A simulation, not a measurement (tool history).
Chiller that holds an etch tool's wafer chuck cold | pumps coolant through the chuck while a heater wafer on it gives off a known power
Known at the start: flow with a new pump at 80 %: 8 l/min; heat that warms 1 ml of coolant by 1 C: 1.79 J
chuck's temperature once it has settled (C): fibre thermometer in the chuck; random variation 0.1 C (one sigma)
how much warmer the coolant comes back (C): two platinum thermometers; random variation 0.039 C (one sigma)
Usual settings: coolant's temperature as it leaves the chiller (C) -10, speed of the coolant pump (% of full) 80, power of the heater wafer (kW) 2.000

run    hour  coolant's temperature as it leaves the chiller (C)  speed of the coolant pump (% of full)  power of the heater wafer (kW)  chuck's temperature once it has settled (C)  how much warmer the coolant comes back (C)
  1     0.0                                                 -10                                     80                           2.000                                          6.9                                        8.75
  2   111.1                                                 -10                                     80                           2.000                                          6.8                                        8.73
  3   273.0                                                 -10                                     80                           2.762                                         13.6                                       12.16
  4   370.4                                                 -10                                     80                           2.762                                         13.5                                       12.09
  5   464.4                                                 -10                                     80                           2.000                                          7.2                                        8.83
  6   615.7                                                 -10                                     80                           2.000                                          7.0                                        8.89
  7   775.3                                                 -10                                     80                           2.000                                          7.3                                        8.86
  8   842.4                                                 -10                                     80                           2.000                                          7.2                                        8.79
  9   916.3                                                 -10                                     80                           2.000                                          7.2                                        8.84
 10  1049.3                                                 -10                                     80                           2.000                                          7.4                                        8.87
 11  1151.9                                                 -10                                     80                           2.000                                          7.3                                        8.81
     1184.6  -- chiller's thermometer calibrated
 12  1299.7                                                 -15                                     80                           2.000                                          2.2                                        8.88
 13  1394.9                                                 -10                                     80                           2.000                                          7.0                                        8.83
 14  1485.5                                                 -10                                     80                           2.000                                          7.1                                        8.94
 15  1593.2                                                 -10                                     80                           2.000                                          7.4                                        8.95
 16  1711.4                                                 -10                                     80                           2.000                                          7.2                                        8.91
 17  1851.5                                                 -10                                     80                           2.142                                          8.7                                        9.59
 18  1948.6                                                 -16                                     78                           2.789                                          8.7                                       12.89
 19  2111.0                                                 -16                                     78                           2.789                                          9.0                                       12.86
 20  2247.3                                                 -16                                     78                           2.789                                          9.0                                       12.83
 21  2369.6                                                  -6                                     80                           2.000                                         11.7                                        8.94
 22  2478.1                                                  -6                                     80                           1.629                                          8.4                                        7.27
 23  2639.7                                                 -10                                     80                           1.907                                          6.9                                        8.55
 24  2740.4                                                 -10                                     80                           1.907                                          6.8                                        8.62
 25  2819.6                                                 -10                                     80                           1.907                                          7.1                                        8.58
 26  2897.0                                                  -4                                     61                           2.804                                         26.7                                       16.64
 27  3049.8                                                  -9                                     81                           2.804                                         16.0                                       12.54
 28  3170.8                                                  -1                                     81                           2.963                                         25.3                                       13.22
 29  3272.0                                                  -1                                     81                           2.963                                         25.3                                       13.26
 30  3342.2                                                  -8                                     81                           2.963                                         18.5                                       13.26
 31  3427.5                                                 -10                                     80                           1.849                                          6.8                                        8.39

Forecast each of these 3 alternatives for the next run:
  A  3554.7                                                 -16                                     80                           1.862                                            ?                                           ?
  B  3554.7                                                 -11                                     80                           1.849                                            ?                                           ?
  C  3554.7                                                 -12                                     79                           1.442                                            ?                                           ?

run  chuck's temperature once it has settled (C)  how much warmer the coolant comes back (C)
  A                                          0.9                                        8.49
  B                                          5.7                                        8.43
  C                                          1.1                                        6.64
Without the tool's hidden state the same runs would have given:
run  chuck's temperature once it has settled (C)  how much warmer the coolant comes back (C)
  A                                         -1.6                                        7.83
  B                                          3.3                                        7.78
  C                                         -0.9                                        6.13

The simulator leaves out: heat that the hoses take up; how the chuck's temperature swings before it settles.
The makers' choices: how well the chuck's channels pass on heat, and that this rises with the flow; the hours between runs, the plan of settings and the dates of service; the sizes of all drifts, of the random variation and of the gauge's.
